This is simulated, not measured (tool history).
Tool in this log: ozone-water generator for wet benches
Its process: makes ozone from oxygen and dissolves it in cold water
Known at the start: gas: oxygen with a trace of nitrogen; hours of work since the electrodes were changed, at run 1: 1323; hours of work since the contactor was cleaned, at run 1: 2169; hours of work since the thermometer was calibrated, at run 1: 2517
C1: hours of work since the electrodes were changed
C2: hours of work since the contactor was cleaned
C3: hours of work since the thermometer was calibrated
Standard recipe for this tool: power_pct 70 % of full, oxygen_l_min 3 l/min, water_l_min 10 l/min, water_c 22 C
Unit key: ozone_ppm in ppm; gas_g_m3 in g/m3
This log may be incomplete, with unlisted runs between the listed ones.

run 1 hour=0 | power_pct=70 oxygen_l_min=3 water_l_min=10 water_c=22 | C1=1323 C2=2169 C3=2517 | ozone_ppm=12.6 gas_g_m3=146.3
run 2 hour=107.2 | power_pct=70 oxygen_l_min=3 water_l_min=6 water_c=22 | C1=1417 C2=2263 C3=2611 | ozone_ppm=17.3 gas_g_m3=146.4
run 3 hour=220.6 | power_pct=70 oxygen_l_min=3 water_l_min=6 water_c=22 | C1=1516 C2=2362 C3=2711 | ozone_ppm=17.4 gas_g_m3=147.2
run 4 hour=296.1 | power_pct=70 oxygen_l_min=2.31 water_l_min=6 water_c=22 | C1=1582 C2=2428 C3=2777 | ozone_ppm=16.9 gas_g_m3=159.4
run 5 hour=425.3 | power_pct=70 oxygen_l_min=2.31 water_l_min=6 water_c=22 | C1=1695 C2=2542 C3=2890 | ozone_ppm=16.5 gas_g_m3=156.3
run 6 hour=544.3 | power_pct=70 oxygen_l_min=2.31 water_l_min=7 water_c=22 | C1=1799 C2=2646 C3=2994 | ozone_ppm=15 gas_g_m3=155.6
run 7 hour=673.1 | power_pct=70 oxygen_l_min=2.31 water_l_min=7 water_c=22 | C1=1912 C2=2759 C3=3107 | ozone_ppm=14.8 gas_g_m3=156.9
run 8 hour=807.3 | power_pct=70 oxygen_l_min=3 water_l_min=10 water_c=22 | C1=2030 C2=2876 C3=3225 | ozone_ppm=12 gas_g_m3=143.1
run 9 hour=882.6 | power_pct=70 oxygen_l_min=3 water_l_min=7 water_c=22 | C1=2096 C2=2942 C3=3291 | ozone_ppm=15.1 gas_g_m3=143.3
-- hour=904.5 water thermometer calibrated
run 10 hour=974.2 | power_pct=70 oxygen_l_min=3 water_l_min=10 water_c=22 | C1=2176 C2=3022 C3=61 | ozone_ppm=11.6 gas_g_m3=143.8
run 11 hour=1066.3 | power_pct=58 oxygen_l_min=3 water_l_min=10 water_c=22 | C1=2256 C2=3103 C3=142 | ozone_ppm=10.1 gas_g_m3=125.6
run 12 hour=1211.1 | power_pct=58 oxygen_l_min=3 water_l_min=10 water_c=22 | C1=2383 C2=3230 C3=269 | ozone_ppm=10 gas_g_m3=125.4
run 13 hour=1341 | power_pct=70 oxygen_l_min=1.6 water_l_min=10 water_c=22 | C1=2497 C2=3343 C3=382 | ozone_ppm=9.6 gas_g_m3=169.3
-- hour=1356.8 contactor cleaned
run 14 hour=1407.1 | power_pct=70 oxygen_l_min=2.22 water_l_min=10 water_c=22 | C1=2552 C2=44 C3=437 | ozone_ppm=10.5 gas_g_m3=154.5
run 15 hour=1488 | power_pct=70 oxygen_l_min=3.11 water_l_min=10 water_c=22 | C1=2622 C2=115 C3=508 | ozone_ppm=11.3 gas_g_m3=139.1
run 16 hour=1632.7 | power_pct=70 oxygen_l_min=3.11 water_l_min=10 water_c=22 | C1=2749 C2=242 C3=635 | ozone_ppm=11 gas_g_m3=137.3
-- hour=1667.3 contactor cleaned, once more
run 17 hour=1730 | power_pct=70 oxygen_l_min=3.11 water_l_min=10 water_c=22 | C1=2831 C2=55 C3=716 | ozone_ppm=12 gas_g_m3=138
run 18 hour=1868.8 | power_pct=79 oxygen_l_min=3.8 water_l_min=6 water_c=18 | C1=2953 C2=177 C3=838 | ozone_ppm=19.8 gas_g_m3=139.7
run 19 hour=1930.4 | power_pct=56 oxygen_l_min=2.81 water_l_min=10 water_c=15 | C1=3006 C2=230 C3=892 | ozone_ppm=11 gas_g_m3=120.2
run 20 hour=2070.8 | power_pct=56 oxygen_l_min=2.81 water_l_min=10 water_c=15 | C1=3130 C2=354 C3=1015 | ozone_ppm=10.8 gas_g_m3=119.3
run 21 hour=2164.5 | power_pct=84 oxygen_l_min=2.6 water_l_min=10 water_c=19 | C1=3212 C2=436 C3=1097 | ozone_ppm=13.2 gas_g_m3=159.9
run 22 hour=2226.7 | power_pct=77 oxygen_l_min=1.55 water_l_min=7 water_c=14 | C1=3266 C2=490 C3=1151 | ozone_ppm=15.8 gas_g_m3=178.8
run 23 hour=2334.3 | power_pct=77 oxygen_l_min=1.55 water_l_min=7 water_c=14 | C1=3360 C2=584 C3=1246 | ozone_ppm=15.4 gas_g_m3=175.6
run 24 hour=2439.6 | power_pct=77 oxygen_l_min=1.55 water_l_min=7 water_c=14 | C1=3453 C2=677 C3=1338 | ozone_ppm=15.5 gas_g_m3=174.7
run 25 hour=2547.8 | power_pct=69 oxygen_l_min=2.17 water_l_min=8 water_c=22 | C1=3547 C2=771 C3=1433 | ozone_ppm=12.7 gas_g_m3=146.6
run 26 hour=2684.5 | power_pct=69 oxygen_l_min=2.17 water_l_min=8 water_c=22 | C1=3667 C2=891 C3=1552 | ozone_ppm=12.3 gas_g_m3=145.2
run 27 hour=2784.8 | power_pct=77 oxygen_l_min=3 water_l_min=10 water_c=22 | C1=3755 C2=979 C3=1640 | ozone_ppm=12 gas_g_m3=142.4
run 28 hour=2867.8 | power_pct=57 oxygen_l_min=3 water_l_min=13 water_c=29 | C1=3828 C2=1052 C3=1713 | ozone_ppm=7 gas_g_m3=115.6
run 29 hour=2943.6 | power_pct=57 oxygen_l_min=2.62 water_l_min=8 water_c=30 | C1=3894 C2=1118 C3=1780 | ozone_ppm=9.7 gas_g_m3=120.2
run 30 hour=3009.4 | power_pct=60 oxygen_l_min=3 water_l_min=10 water_c=22 | C1=3952 C2=1176 C3=1837 | ozone_ppm=10.2 gas_g_m3=119.8
run 31 hour=3129.2 | power_pct=93 oxygen_l_min=3 water_l_min=8 water_c=22 | C1=4057 C2=1281 C3=1942 | ozone_ppm=15.5 gas_g_m3=157.6
run 32 hour=3215.3 | power_pct=93 oxygen_l_min=3 water_l_min=8 water_c=22 | C1=4132 C2=1356 C3=2018 | ozone_ppm=15.5 gas_g_m3=157.1

Entry by entry between the runs, the difference in hidden state between the last listed run before and the first listed run after:
Runs 9 to 10: water thermometer calibrated (hour 904.5)
  yield of the discharge, % of new electrodes': 92.7 -> 92.4; contactor's efficiency, % of a clean one's: 93.2 -> 93.1; true water temperature over the reading, C: 0.07 -> 0.1
  difference, measured minus the result without the unlogged condition, ozone_ppm: -1.9 -> -1.6 ppm; gas_g_m3: -11.3 -> -11.9 g/m3
Runs 13 to 14: contactor cleaned (hour 1356.8)
  yield of the discharge, % of new electrodes': 91.1 -> 90.9; contactor's efficiency, % of a clean one's: 92.4 -> 88.8
  difference, measured minus the result without the unlogged condition, ozone_ppm: -1.6 -> -1.9 ppm; gas_g_m3: -16.5 -> -15.5 g/m3
Runs 16 to 17: contactor cleaned, once more (hour 1667.3)
  yield of the discharge, % of new electrodes': 90.1 -> 89.8; contactor's efficiency, % of a clean one's: 88.4 -> 99.5
  difference, measured minus the result without the unlogged condition, ozone_ppm: -2.3 -> -1.4 ppm; gas_g_m3: -15.1 -> -15.6 g/m3
